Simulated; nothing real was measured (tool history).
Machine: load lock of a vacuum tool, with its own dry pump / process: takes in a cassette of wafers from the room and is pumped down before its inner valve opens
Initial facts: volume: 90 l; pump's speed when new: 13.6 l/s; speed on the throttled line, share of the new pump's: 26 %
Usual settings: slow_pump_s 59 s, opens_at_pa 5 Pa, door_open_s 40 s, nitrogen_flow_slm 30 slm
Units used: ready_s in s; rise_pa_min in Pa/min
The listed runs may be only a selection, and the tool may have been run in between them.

run,hour,slow_pump_s,opens_at_pa,door_open_s,nitrogen_flow_slm,"incoming humidity of the room's air, %",ready_s,rise_pa_min
1,0,59,5,40,30,46.7,108.9,0.011
2,168,59,5,40,30,42.6,111,0.014
3,301,59,5,40,27,44.7,109.5,0.014
4,410.3,100,5,40,27,38.9,141.8,0.018
5,514.9,59,5,40,30,43.8,110.6,0.016
6,637.3,59,5,40,30,42.2,109.8,0.011
7,726.2,47,5,40,30,45.2,101.7,0.01
8,862.2,59,5,40,30,44.6,111.1,0.014
9,953.8,59,5,40,30,46.8,110.4,0.014
10,1084.6,59,5,40,30,46,111,0.019
11,1175.2,59,5,40,30,46.6,110.7,0.014
12,1283.5,59,5,40,30,43.4,109.9,0.018
13,1401.2,59,5,40,30,44.9,109.8,0.014
14,1499.7,59,5,40,30,44.6,110.1,0.016
15,1604,59,5,40,30,43.4,109.5,0.01
16,1697,59,5,40,30,43.1,111.1,0.012
17,1785.4,59,5,40,30,43.4,108.9,0.016
18,1906.5,59,5,40,30,42.1,109.9,0.015
19,2001.1,59,5,40,30,42.6,109.4,0.015
20,2099.4,46,7,154,30,45.2,97.6,0.023
21,2186.6,43,5,140,4,44.7,98.3,0.036
22,2327.6,31,8,208,32,46.8,85.9,0.023
23,2493.9,59,5,40,14,44.4,110.3,0.015

The next listed run, before its measurement:
24,2617.1,64,5,76,5,46.2,?,?

Run 24 measured ready_s 114.4 s, rise_pa_min 0.031 Pa/min.
With the hidden condition absent and the run-to-run variation left alone, this run would have shown ready_s 114.3 s, rise_pa_min 0.03 Pa/min.
